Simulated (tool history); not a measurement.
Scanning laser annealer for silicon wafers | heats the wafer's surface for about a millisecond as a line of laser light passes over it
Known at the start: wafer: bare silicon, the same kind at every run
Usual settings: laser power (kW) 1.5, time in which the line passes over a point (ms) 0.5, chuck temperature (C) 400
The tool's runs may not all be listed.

| run | hour | laser power (kW) | time in which the line passes over a point (ms) | chuck temperature (C) | highest temperature of the surface (C) |
|---|---|---|---|---|---|
| 1 | 0 | 1.5 | 0.5 | 400 | 1211 |
| 2 | 15 | 1.5 | 0.5 | 360 | 1177 |
| 3 | 22.6 | 1.5 | 0.5 | 360 | 1174 |
| 4 | 33.3 | 1.5 | 0.5 | 360 | 1176 |
| 5 | 42.3 | 1.5 | 0.5 | 417 | 1230 |
| 6 | 53.3 | 1.5 | 0.449 | 417 | 1178 |
| 7 | 70.1 | 1.5 | 0.5 | 400 | 1212 |
|  | 73.8 | laser's power meter calibrated |
| 8 | 85.2 | 1.5 | 0.5 | 400 | 1213 |
| 9 | 94.6 | 1.5 | 0.5 | 400 | 1213 |
| 10 | 112.6 | 1.5 | 0.5 | 415 | 1227 |
| 11 | 126.8 | 1.5 | 0.5 | 415 | 1223 |
|  | 135.7 | laser's power meter calibrated, once more |
| 12 | 145.8 | 1.466 | 0.577 | 384 | 1237 |
| 13 | 160.5 | 1.382 | 0.577 | 384 | 1192 |
| 14 | 175 | 1.5 | 0.6 | 432 | 1329 |
| 15 | 182.9 | 1.395 | 0.464 | 400 | 1114 |
| 16 | 198.9 | 1.5 | 0.414 | 387 | 1109 |
| 17 | 208.3 | 1.401 | 0.371 | 400 | 1033 |
| 18 | 226.3 | 1.295 | 0.5 | 400 | 1092 |
| 19 | 240.6 | 1.5 | 0.5 | 414 | 1219 |
| 20 | 249.8 | 1.618 | 0.397 | 421 | 1176 |

Forecast each of these 3 alternatives for the next run:
| A | 268 | 1.5 | 0.5 | 403 | ? |
| B | 268 | 1.441 | 0.461 | 400 | ? |
| C | 268 | 1.64 | 0.488 | 414 | ? |

| run | highest temperature of the surface (C) |
|---|---|
| A | 1202 |
| B | 1132 |
| C | 1277 |
Without the tool's hidden state the same runs would have given:
| run | highest temperature of the surface (C) |
|---|---|
| A | 1224 |
| B | 1153 |
| C | 1301 |
